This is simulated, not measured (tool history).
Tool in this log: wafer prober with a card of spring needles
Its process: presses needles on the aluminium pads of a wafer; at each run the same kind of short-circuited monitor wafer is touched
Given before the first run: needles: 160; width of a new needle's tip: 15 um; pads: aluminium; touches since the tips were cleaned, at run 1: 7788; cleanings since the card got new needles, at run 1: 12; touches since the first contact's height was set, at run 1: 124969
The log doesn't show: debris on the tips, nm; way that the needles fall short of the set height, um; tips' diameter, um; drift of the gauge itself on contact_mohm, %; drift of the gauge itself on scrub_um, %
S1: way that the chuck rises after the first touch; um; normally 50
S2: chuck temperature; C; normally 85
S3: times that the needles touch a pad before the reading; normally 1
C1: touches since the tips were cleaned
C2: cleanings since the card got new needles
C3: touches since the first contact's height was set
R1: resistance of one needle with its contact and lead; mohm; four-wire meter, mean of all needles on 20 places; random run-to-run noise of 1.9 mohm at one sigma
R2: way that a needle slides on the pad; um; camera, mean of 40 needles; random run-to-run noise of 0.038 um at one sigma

Run 1, hour 0: usual settings; C1 7788; C2 12; C3 124969. Result: R1 290 mohm, R2 11.09 um.
At hour 3.2: tips cleaned on abrasive film.
At hour 43.8: tips cleaned on abrasive film.
At hour 57.3: height of the first contact set anew.
Run 2, hour 66.7: usual settings but S2 117 C; C1 4843; C2 14; C3 2007. Result: R1 285 mohm, R2 10.93 um.
At hour 82.2: tips cleaned on abrasive film.
At hour 125: tips cleaned on abrasive film.
Run 3, hour 141.4: usual settings but S1 32 um; C1 3510; C2 16; C3 17996. Result: R1 382 mohm, R2 6.88 um.
At hour 166.4: tips cleaned on abrasive film.
Run 4, hour 204: usual settings; C1 8061; C2 17; C3 31410. Result: R1 296 mohm, R2 10.89 um.
At hour 210.7: tips cleaned on abrasive film.
At hour 227.1: height of the first contact set anew, once more.
Run 5, hour 246.8: usual settings; C1 7678; C2 18; C3 4237. Result: R1 294 mohm, R2 11.22 um.
At hour 251.1: tips cleaned on abrasive film.
At hour 291.4: tips cleaned on abrasive film.
Run 6, hour 292.7: usual settings; C1 268; C2 20; C3 14040. Result: R1 211 mohm, R2 11.29 um.
At hour 330.5: tips cleaned on abrasive film.
Run 7, hour 348.2: usual settings; C1 3804; C2 21; C3 25934. Result: R1 278 mohm, R2 11.15 um.
At hour 372.3: tips cleaned on abrasive film.
Run 8, hour 392: usual settings but S3 3; C1 4227; C2 22; C3 35301. Result: R1 227 mohm, R2 11.12 um.
At hour 411.8: tips cleaned on abrasive film.
Run 9, hour 430.8: usual settings but S1 60 um; C1 4087; C2 23; C3 43610. Result: R1 245 mohm, R2 13.36 um.
At hour 453.7: tips cleaned on abrasive film.
At hour 493.1: tips cleaned on abrasive film.
Run 10, hour 500: usual settings but S1 60 um; C1 1463; C2 25; C3 58408. Result: R1 224 mohm, R2 13.42 um.
At hour 531.5: tips cleaned on abrasive film.
Run 11, hour 567.8: usual settings but S1 60 um, S2 64 C; C1 7787; C2 26; C3 72946. Result: R1 263 mohm, R2 13.4 um.
At hour 573.6: tips cleaned on abrasive film.
At hour 612.7: tips cleaned on abrasive film.
Run 12, hour 616.5: usual settings but S1 60 um, S2 64 C; C1 816; C2 28; C3 83359. Result: R1 210 mohm, R2 13.37 um.
At hour 651.4: tips cleaned on abrasive film.
Run 13, hour 684: usual settings but S1 60 um, S2 64 C; C1 7011; C2 29; C3 97822. Result: R1 261 mohm, R2 13.32 um.
At hour 689.8: tips cleaned on abrasive film.
At hour 732: tips cleaned on abrasive film.
Run 14, hour 750.2: usual settings but S1 60 um, S2 64 C; C1 3922; C2 31; C3 111981. Result: R1 248 mohm, R2 13.28 um.
At hour 770.3: tips cleaned on abrasive film.
At hour 810.7: tips cleaned on abrasive film.
Run 15, hour 815.4: usual settings but S1 60 um, S2 47 C; C1 1025; C2 33; C3 125929. Result: R1 218 mohm, R2 13.18 um.

Expected results for the next run?
At hour 852.6: tips cleaned on abrasive film.
At hour 871: height of the first contact set anew.
Run 16, hour 886.2: usual settings but S1 38 um, S2 30 C, S3 2; C1 7133; C2 34; C3 3269. Result: R1 ?, R2 ?.

{"run 16": {"R1": 300, "R2": 8.54}}
The same run, on a tool lacking any hidden state, would have yielded R1 191 mohm, R2 8.54 um.

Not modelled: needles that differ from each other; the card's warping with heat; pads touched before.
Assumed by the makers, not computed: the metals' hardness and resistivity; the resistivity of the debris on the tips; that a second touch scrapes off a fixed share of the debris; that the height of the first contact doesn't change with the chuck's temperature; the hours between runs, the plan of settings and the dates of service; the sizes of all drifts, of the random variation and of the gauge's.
